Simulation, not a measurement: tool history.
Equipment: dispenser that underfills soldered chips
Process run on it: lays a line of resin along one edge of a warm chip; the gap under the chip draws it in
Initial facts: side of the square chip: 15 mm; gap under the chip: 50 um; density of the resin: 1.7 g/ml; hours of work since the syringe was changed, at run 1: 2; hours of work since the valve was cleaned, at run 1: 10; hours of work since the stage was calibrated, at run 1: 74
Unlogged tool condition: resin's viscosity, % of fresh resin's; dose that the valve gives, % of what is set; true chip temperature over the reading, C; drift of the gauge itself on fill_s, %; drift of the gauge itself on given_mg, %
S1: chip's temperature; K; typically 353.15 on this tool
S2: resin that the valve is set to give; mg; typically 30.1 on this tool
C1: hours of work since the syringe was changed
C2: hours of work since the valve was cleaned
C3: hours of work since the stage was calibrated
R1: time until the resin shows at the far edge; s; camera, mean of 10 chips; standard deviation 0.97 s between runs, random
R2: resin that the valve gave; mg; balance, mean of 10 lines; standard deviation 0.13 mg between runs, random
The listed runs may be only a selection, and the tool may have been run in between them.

run,hour,S1,S2,C1,C2,C3,R1,R2
1,0.0,353.15,30.1,2,10,74,99.8,30.05
2,2.6,353.15,30.1,3,11,76,111.8,29.98
# hour 6.8: new syringe of resin
3,7.2,353.15,30.1,0,14,79,92.5,29.83
4,12.9,353.15,30.1,4,17,82,118.0,29.69
# hour 16.0: new syringe of resin
5,16.1,353.15,25.9,0,19,84,92.6,25.40
6,19.9,344.15,25.9,2,21,86,161.8,25.61
7,22.8,349.15,25.9,4,23,88,142.9,25.40
# hour 25.2: new syringe of resin
8,28.4,341.15,30.1,2,26,91,172.0,29.31
9,32.1,341.15,30.1,4,29,93,199.1,29.26
# hour 34.3: new syringe of resin
10,37.4,341.15,30.1,2,32,96,170.4,29.16
11,41.1,341.15,30.1,4,34,99,197.6,29.41
# hour 43.5: new syringe of resin
12,45.0,348.15,30.1,1,36,101,119.0,29.17
13,47.8,355.15,28.0,3,38,103,101.5,26.89
# hour 52.8: new syringe of resin
14,52.9,356.15,30.6,0,41,105,80.6,29.42
15,55.6,367.15,29.2,2,42,107,58.8,28.05
16,59.6,356.15,31.4,4,45,110,104.6,30.26
# hour 61.9: new syringe of resin
17,63.8,356.15,31.4,1,47,112,86.8,30.13
18,69.5,352.15,34.4,5,51,115,123.8,32.94
# hour 71.3: new syringe of resin
19,72.2,359.15,32.6,1,52,117,73.8,31.43
20,77.7,353.15,32.1,4,56,120,120.4,30.39
# hour 80.5: new syringe of resin
21,83.5,353.15,32.1,2,59,124,102.3,30.53
22,86.0,353.15,32.1,3,60,125,112.2,30.41
# hour 89.6: new syringe of resin
23,89.6,361.15,31.8,0,62,127,64.2,30.22
24,94.6,343.15,33.8,3,65,130,162.0,31.94

Some steps in R1, run to run, broken into two amounts with sign: the step expected even without the hidden condition (settings, incoming material, random variation), and the rest, left for the hidden condition together with whatever gauge scatter is not in both the measured and the hidden-condition-free result:
Run 9 -> 10: new syringe of resin. R1 -28.7 s: hidden state -30.8, all else +2.1.
Run 11 -> 12: S1 341.15 -> 348.15, new syringe of resin. R1 -78.6 s: hidden state -39.3, all else -39.3.
Run 23 -> 24: S1 361.15 -> 343.15, S2 31.8 -> 33.8. R1 +97.8 s: hidden state +26.3, all else +71.5.
